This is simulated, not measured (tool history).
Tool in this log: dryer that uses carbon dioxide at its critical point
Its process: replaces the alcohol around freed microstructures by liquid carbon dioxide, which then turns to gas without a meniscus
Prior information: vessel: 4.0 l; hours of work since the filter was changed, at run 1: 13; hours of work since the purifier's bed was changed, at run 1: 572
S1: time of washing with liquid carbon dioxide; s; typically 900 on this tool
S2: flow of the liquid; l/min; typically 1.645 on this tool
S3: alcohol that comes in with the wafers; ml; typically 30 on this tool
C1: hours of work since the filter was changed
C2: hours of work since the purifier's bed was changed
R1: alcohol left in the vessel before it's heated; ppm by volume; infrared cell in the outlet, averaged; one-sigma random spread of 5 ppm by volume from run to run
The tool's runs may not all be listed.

| run | hour | S1 | S2 | S3 | C1 | C2 | R1 |
|---|---|---|---|---|---|---|---|
| 1 | 0.0 | 900 | 1.645 | 30 | 13 | 572 | 170 |
| 2 | 37.6 | 900 | 1.645 | 30 | 39 | 598 | 182 |
| 3 | 54.7 | 900 | 1.645 | 30 | 50 | 609 | 183 |
| 4 | 91.3 | 900 | 1.645 | 30 | 76 | 635 | 191 |
| 5 | 126.6 | 900 | 1.645 | 30 | 100 | 659 | 194 |
| 6 | 166.0 | 900 | 1.645 | 30 | 127 | 686 | 204 |
| 7 | 191.3 | 900 | 1.645 | 30 | 145 | 704 | 184 |
| 8 | 210.7 | 900 | 1.645 | 30 | 158 | 717 | 220 |
| 9 | 231.5 | 900 | 1.645 | 30 | 173 | 732 | 205 |
| 10 | 258.2 | 1020 | 1.590 | 30 | 191 | 750 | 204 |
| 11 | 277.5 | 1020 | 1.590 | 30 | 204 | 763 | 204 |
| 12 | 294.3 | 900 | 1.800 | 30 | 216 | 775 | 214 |
| 13 | 331.9 | 900 | 2.360 | 24 | 242 | 801 | 209 |
| 14 | 365.0 | 660 | 2.490 | 21 | 265 | 824 | 210 |

Below are 5 alternative next runs, each starting from the tool's condition after run 14. Predict each:
| A | 401.5 | 720 | 1.110 | 23 | 290 | 849 | ? |
| B | 401.5 | 900 | 1.740 | 50 | 290 | 849 | ? |
| C | 401.5 | 1020 | 1.790 | 30 | 290 | 849 | ? |
| D | 401.5 | 840 | 2.490 | 21 | 290 | 849 | ? |
| E | 401.5 | 1320 | 1.450 | 61 | 290 | 849 | ? |

| run | R1 |
|---|---|
| A | 519 |
| B | 254 |
| C | 216 |
| D | 204 |
| E | 219 |
With no hidden state in the tool, these same runs would have given:
| run | R1 |
|---|---|
| A | 252 |
| B | 32 |
| C | 9 |
| D | 1 |
| E | 8 |
